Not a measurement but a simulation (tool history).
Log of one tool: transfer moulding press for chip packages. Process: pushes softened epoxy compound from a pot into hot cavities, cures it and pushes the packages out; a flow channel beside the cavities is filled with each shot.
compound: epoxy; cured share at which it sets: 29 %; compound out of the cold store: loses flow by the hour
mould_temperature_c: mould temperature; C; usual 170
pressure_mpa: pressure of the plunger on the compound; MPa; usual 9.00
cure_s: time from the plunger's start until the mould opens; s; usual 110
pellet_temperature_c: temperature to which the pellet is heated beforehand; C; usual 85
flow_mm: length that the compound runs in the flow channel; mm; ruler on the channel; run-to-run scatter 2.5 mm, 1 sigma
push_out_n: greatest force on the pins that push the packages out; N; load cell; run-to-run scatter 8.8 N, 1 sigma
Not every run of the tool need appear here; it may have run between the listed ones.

run     day  mould_temperature_c  pressure_mpa  cure_s  pellet_temperature_c  incoming compound's hours out of the cold store  flow_mm  push_out_n
  1   0.000                  170          9.00     110                    85                                             45.4      854         403
      0.954  -- cavities cleaned with cleaning compound and waxed
  2   1.292                  170          9.00     110                    85                                             28.8      927         402
  3   2.621                  170          9.00     110                    85                                             10.0     1017         419
      3.067  -- cavities cleaned with cleaning compound and waxed
  4   4.217                  170          9.00     110                    85                                             46.9      844         385
      5.233  -- cavities cleaned with cleaning compound and waxed
  5   5.604                  170          9.00     110                    85                                             22.1      956         395
      7.275  -- cavities cleaned with cleaning compound and waxed
  6   7.279                  170          9.00     110                    87                                             35.9      890         377
  7   9.008                  170          9.00     110                    87                                             12.4     1007         395
      9.346  -- cavities cleaned with cleaning compound and waxed
  8   9.888                  170          9.00     110                    87                                             34.0      902         379
  9  11.046                  170          9.00     141                    85                                             34.1      903         365
     11.450  -- cavities cleaned with cleaning compound and waxed
 10  11.892                  170          9.00     146                    85                                             13.1      997         350
 11  12.646                  170          9.00     146                    85                                             46.9      848         363
     13.604  -- cavities cleaned with cleaning compound and waxed
 12  14.142                  170          9.00     110                    77                                             40.0      875         383
 13  15.467                  170          9.00     110                    77                                             33.1      904         411
     15.696  -- cavities cleaned with cleaning compound and waxed
     16.396  -- plunger's sealing rings changed
 14  16.975                  170          9.00     110                    85                                             37.1      888         379
     17.871  -- cavities cleaned with cleaning compound and waxed
 15  18.412                  163          9.00     110                    79                                             17.2     1016         596
     19.967  -- cavities cleaned with cleaning compound and waxed
 16  20.038                  178          9.00     110                    87                                              8.6      992         352
 17  21.354                  178          9.00     110                    87                                             24.4      918         366
     22.058  -- cavities cleaned with cleaning compound and waxed
 18  22.725                  173          9.56     142                    94                                             36.4      908         356
     24.117  -- cavities cleaned with cleaning compound and waxed
 19  24.117                  173          9.56     126                    88                                             41.9      885         348
 20  25.308                  175          9.00     122                    79                                             35.2      876         358
     26.012  -- mould's thermocouples calibrated
 21  26.125                  175          9.00     122                    89                                             32.8      891         349
     26.329  -- cavities cleaned with cleaning compound and waxed
 22  27.679                  175          7.79     101                    89                                             20.7      881         368
     28.383  -- cavities cleaned with cleaning compound and waxed
 23  28.642                  170          7.38     105                    85                                             10.7      920         437
     30.442  -- cavities cleaned with cleaning compound and waxed
 24  30.442                  170          7.38     105                    85                                             22.2      864         407
 25  32.004                  170          7.98     129                    85                                             15.3      936         377
     32.521  -- cavities cleaned with cleaning compound and waxed
 26  32.788                  177          9.00     132                    79                                              8.3      999         346
     34.588  -- cavities cleaned with cleaning compound and waxed
 27  34.588                  163         10.43     110                    95                                             43.2      954         544

Consider 5 possible next runs. They are alternatives, not a sequence: every one starts from the tool as it was left by run 27. What does each give?
  A  36.042                  170          9.00     113                    85                                             30.8        ?           ?
  B  36.042                  170          7.70     100                    85                                             13.0        ?           ?
  C  36.042                  170          9.00      91                    93                                             25.7        ?           ?
  D  36.042                  174         10.43     110                    95                                             18.3        ?           ?
  E  36.042                  168          8.70     110                    85                                             37.8        ?           ?

run  flow_mm  push_out_n
  A      911         399
  B      929         446
  C      938         517
  D     1039         382
  E      875         443
Without the tool's hidden state the same runs would have given:
run  flow_mm  push_out_n
  A      912         393
  B      930         440
  C      939         510
  D     1041         377
  E      876         437

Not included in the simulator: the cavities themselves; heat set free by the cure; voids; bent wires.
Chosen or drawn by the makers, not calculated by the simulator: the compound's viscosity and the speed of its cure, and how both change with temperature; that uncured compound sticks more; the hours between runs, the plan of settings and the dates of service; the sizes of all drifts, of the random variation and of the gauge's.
